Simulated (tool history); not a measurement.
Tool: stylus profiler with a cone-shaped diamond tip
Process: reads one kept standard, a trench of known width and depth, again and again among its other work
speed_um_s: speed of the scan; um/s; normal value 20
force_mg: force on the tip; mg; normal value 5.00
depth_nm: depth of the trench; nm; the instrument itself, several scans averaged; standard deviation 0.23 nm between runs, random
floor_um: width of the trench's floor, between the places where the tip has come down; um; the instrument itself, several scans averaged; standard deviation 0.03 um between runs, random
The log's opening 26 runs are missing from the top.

| run | hour | speed_um_s | force_mg | scans with this tip | hours of work since the height scale was calibrated | depth_nm | floor_um |
|---|---|---|---|---|---|---|---|
|  | 581.3 | height scale calibrated on a step standard, once more |
| 27 | 596.3 | 6 | 4.86 | 11123 | 6 | 1020.86 | 14.12 |
| 28 | 623.4 | 10 | 6.57 | 11219 | 17 | 1025.64 | 14.06 |
| 29 | 646.5 | 19 | 6.34 | 11301 | 27 | 1024.47 | 14.08 |
| 30 | 674.7 | 20 | 12.92 | 11401 | 39 | 1040.48 | 14.01 |
|  | 678.6 | new tip fitted, height scale calibrated |
| 31 | 703.8 | 20 | 12.92 | 89 | 10 | 1039.39 | 16.42 |
| 32 | 722.7 | 20 | 12.92 | 156 | 18 | 1040.08 | 16.40 |
| 33 | 740.6 | 49 | 5.45 | 219 | 26 | 1021.91 | 16.29 |
| 34 | 766.4 | 15 | 13.21 | 310 | 36 | 1040.08 | 16.41 |
| 35 | 783.7 | 19 | 8.11 | 372 | 43 | 1029.07 | 16.43 |
| 36 | 806.1 | 6 | 1.68 | 451 | 53 | 1009.81 | 16.35 |
| 37 | 820.1 | 5 | 11.23 | 501 | 58 | 1036.03 | 16.40 |
| 38 | 837.0 | 20 | 12.72 | 561 | 65 | 1039.68 | 16.27 |
| 39 | 853.2 | 20 | 12.72 | 618 | 72 | 1039.48 | 16.35 |
| 40 | 876.6 | 12 | 9.50 | 701 | 82 | 1032.13 | 16.25 |
| 41 | 897.1 | 34 | 8.08 | 773 | 90 | 1028.79 | 16.18 |
| 42 | 914.6 | 8 | 12.41 | 835 | 98 | 1038.70 | 16.29 |
| 43 | 927.4 | 25 | 12.41 | 880 | 103 | 1038.63 | 16.21 |
| 44 | 948.6 | 25 | 6.35 | 955 | 112 | 1024.30 | 16.15 |
| 45 | 976.3 | 53 | 3.77 | 1054 | 123 | 1017.65 | 16.01 |

What if the next run were any one of these 5? Each begins from the tool's condition after run 45:
| A | 992.7 | 33 | 3.85 | 1112 | 130 | ? | ? |
| B | 992.7 | 9 | 7.24 | 1112 | 130 | ? | ? |
| C | 992.7 | 20 | 8.19 | 1112 | 130 | ? | ? |
| D | 992.7 | 38 | 3.77 | 1112 | 130 | ? | ? |
| E | 992.7 | 53 | 13.67 | 1112 | 130 | ? | ? |

| run | depth_nm | floor_um |
|---|---|---|
| A | 1017.41 | 16.08 |
| B | 1027.26 | 16.17 |
| C | 1029.35 | 16.15 |
| D | 1017.51 | 16.11 |
| E | 1040.99 | 16.12 |
Had the tool no hidden state, the same runs would have come out as:
| run | depth_nm | floor_um |
|---|---|---|
| A | 1017.48 | 16.41 |
| B | 1027.34 | 16.51 |
| C | 1029.42 | 16.48 |
| D | 1017.58 | 16.44 |
| E | 1041.07 | 16.45 |

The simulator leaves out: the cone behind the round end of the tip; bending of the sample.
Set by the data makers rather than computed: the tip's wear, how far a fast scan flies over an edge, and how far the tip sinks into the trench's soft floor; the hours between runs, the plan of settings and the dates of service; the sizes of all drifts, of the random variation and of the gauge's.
